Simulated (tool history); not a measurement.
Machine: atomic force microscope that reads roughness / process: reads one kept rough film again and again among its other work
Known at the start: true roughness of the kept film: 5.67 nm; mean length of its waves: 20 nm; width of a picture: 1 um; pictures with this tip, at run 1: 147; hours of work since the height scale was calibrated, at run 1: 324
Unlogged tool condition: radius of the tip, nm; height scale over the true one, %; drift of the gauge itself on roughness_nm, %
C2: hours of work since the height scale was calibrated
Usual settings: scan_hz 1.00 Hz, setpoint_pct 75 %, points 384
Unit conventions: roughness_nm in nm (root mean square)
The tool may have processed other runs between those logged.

run 1 day=0.000 | scan_hz=1.00 setpoint_pct=75 points=384 | pictures_with_this_tip=147 C2=324 | roughness_nm=2.127
run 2 day=0.354 | scan_hz=1.00 setpoint_pct=75 points=384 | pictures_with_this_tip=156 C2=329 | roughness_nm=2.078
run 3 day=1.083 | scan_hz=1.07 setpoint_pct=75 points=384 | pictures_with_this_tip=175 C2=339 | roughness_nm=1.998
-- day=1.588 new tip fitted
run 4 day=1.708 | scan_hz=1.00 setpoint_pct=75 points=384 | pictures_with_this_tip=3 C2=348 | roughness_nm=3.244
run 5 day=2.283 | scan_hz=1.00 setpoint_pct=75 points=384 | pictures_with_this_tip=18 C2=356 | roughness_nm=3.057
run 6 day=2.692 | scan_hz=0.51 setpoint_pct=75 points=384 | pictures_with_this_tip=29 C2=361 | roughness_nm=3.039
-- day=2.783 height scale calibrated on a step standard
run 7 day=3.392 | scan_hz=0.51 setpoint_pct=75 points=384 | pictures_with_this_tip=46 C2=9 | roughness_nm=2.893
run 8 day=3.825 | scan_hz=0.51 setpoint_pct=60 points=964 | pictures_with_this_tip=58 C2=15 | roughness_nm=2.891
run 9 day=4.312 | scan_hz=1.00 setpoint_pct=75 points=293 | pictures_with_this_tip=70 C2=21 | roughness_nm=2.550
run 10 day=4.879 | scan_hz=1.00 setpoint_pct=84 points=333 | pictures_with_this_tip=85 C2=29 | roughness_nm=2.370
run 11 day=5.500 | scan_hz=1.05 setpoint_pct=74 points=333 | pictures_with_this_tip=101 C2=38 | roughness_nm=2.357
-- day=5.946 height scale calibrated on a step standard, once more
run 12 day=6.312 | scan_hz=1.00 setpoint_pct=57 points=528 | pictures_with_this_tip=122 C2=5 | roughness_nm=2.396
run 13 day=6.854 | scan_hz=1.00 setpoint_pct=57 points=528 | pictures_with_this_tip=136 C2=13 | roughness_nm=2.318
run 14 day=7.458 | scan_hz=1.00 setpoint_pct=57 points=528 | pictures_with_this_tip=152 C2=21 | roughness_nm=2.240

4 ways to go on from here, each from the tool as it stands after run 14. What would each give?
run A day=7.804 | scan_hz=1.00 setpoint_pct=78 points=384 | pictures_with_this_tip=161 C2=26 | roughness_nm=?
run B day=7.804 | scan_hz=1.00 setpoint_pct=68 points=384 | pictures_with_this_tip=161 C2=26 | roughness_nm=?
run C day=7.804 | scan_hz=0.61 setpoint_pct=64 points=384 | pictures_with_this_tip=161 C2=26 | roughness_nm=?
run D day=7.804 | scan_hz=2.49 setpoint_pct=77 points=536 | pictures_with_this_tip=161 C2=26 | roughness_nm=?

run=A roughness_nm=2.031
run=B roughness_nm=2.101
run=C roughness_nm=2.163
run=D roughness_nm=1.819
The same runs, with their run-to-run variation unchanged, on a tool lacking any hidden condition would have given:
run=A roughness_nm=3.253
run=B roughness_nm=3.366
run=C roughness_nm=3.461
run=D roughness_nm=2.911
